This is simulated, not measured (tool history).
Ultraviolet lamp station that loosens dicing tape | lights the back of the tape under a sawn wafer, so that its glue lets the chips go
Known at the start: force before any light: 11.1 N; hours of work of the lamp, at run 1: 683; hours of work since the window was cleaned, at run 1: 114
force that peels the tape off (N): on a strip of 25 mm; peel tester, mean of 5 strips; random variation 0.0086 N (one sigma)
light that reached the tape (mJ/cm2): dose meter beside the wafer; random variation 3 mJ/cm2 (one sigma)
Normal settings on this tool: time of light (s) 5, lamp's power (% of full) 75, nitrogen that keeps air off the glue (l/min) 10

run	hour	time of light (s)	lamp's power (% of full)	nitrogen that keeps air off the glue (l/min)	hours of work of the lamp	hours of work since the window was cleaned	force that peels the tape off (N)	light that reached the tape (mJ/cm2)
1	0.0	5	75	10	683	114	0.469	412
2	17.6	5	75	10	691	123	0.475	405
3	50.4	5	75	10	708	139	0.465	397
4	76.4	5	75	5	720	152	0.794	408
5	95.1	5	75	5	730	161	0.797	400
6	118.6	5	75	5	741	173	0.814	403
7	159.8	5	87	10	762	193	0.332	466
8	181.7	5	87	10	773	204	0.333	463
9	202.4	5	95	10	783	214	0.284	509
10	242.4	5	86	10	803	234	0.345	458
11	276.4	5	86	10	820	251	0.340	453
12	305.2	5	72	10	834	265	0.576	376
13	326.2	5	72	10	844	275	0.563	375
14	362.0	4	75	10	862	293	0.938	309
15	401.6	5	75	17	882	313	0.370	389
16	431.8	6	65	8	897	328	0.562	403
17	449.7	5	91	5	905	337	0.558	465
18	489.0	10	83	19	925	356	0.129	841
19	514.1	9	94	10	937	369	0.140	871
20	533.1	9	94	10	947	378	0.139	863
21	554.9	9	100	8	958	389	0.142	914
22	589.1	9	100	7	974	406	0.129	906
23	612.0	5	94	9	986	417	0.335	474
24	635.8	10	87	7	998	429	0.127	876
25	665.4	10	87	7	1012	443	0.135	873
26	688.1	2	95	8	1023	455	2.541	186
27	720.3	5	61	7	1039	471	1.175	305
28	751.8	5	61	7	1055	486	1.212	297
29	769.3	5	61	7	1064	495	1.172	300
# hour 775.7: window cleaned of glue's vapour
30	793.0	6	68	10	1075	9	0.440	421

Alternative continuations, all from the tool just after run 30; predict every row:
A	835.2	5	89	10	1096	29	?	?
B	835.2	6	72	10	1096	29	?	?
C	835.2	3	71	6	1096	29	?	?
D	835.2	3	86	10	1096	29	?	?
E	835.2	3	68	8	1096	29	?	?

run	force that peels the tape off (N)	light that reached the tape (mJ/cm2)
A	0.349	458
B	0.380	452
C	2.331	220
D	1.207	262
E	2.089	215
With no hidden state in the tool, these same runs would have given:
run	force that peels the tape off (N)	light that reached the tape (mJ/cm2)
A	0.243	538
B	0.262	531
C	1.790	259
D	0.849	308
E	1.587	252

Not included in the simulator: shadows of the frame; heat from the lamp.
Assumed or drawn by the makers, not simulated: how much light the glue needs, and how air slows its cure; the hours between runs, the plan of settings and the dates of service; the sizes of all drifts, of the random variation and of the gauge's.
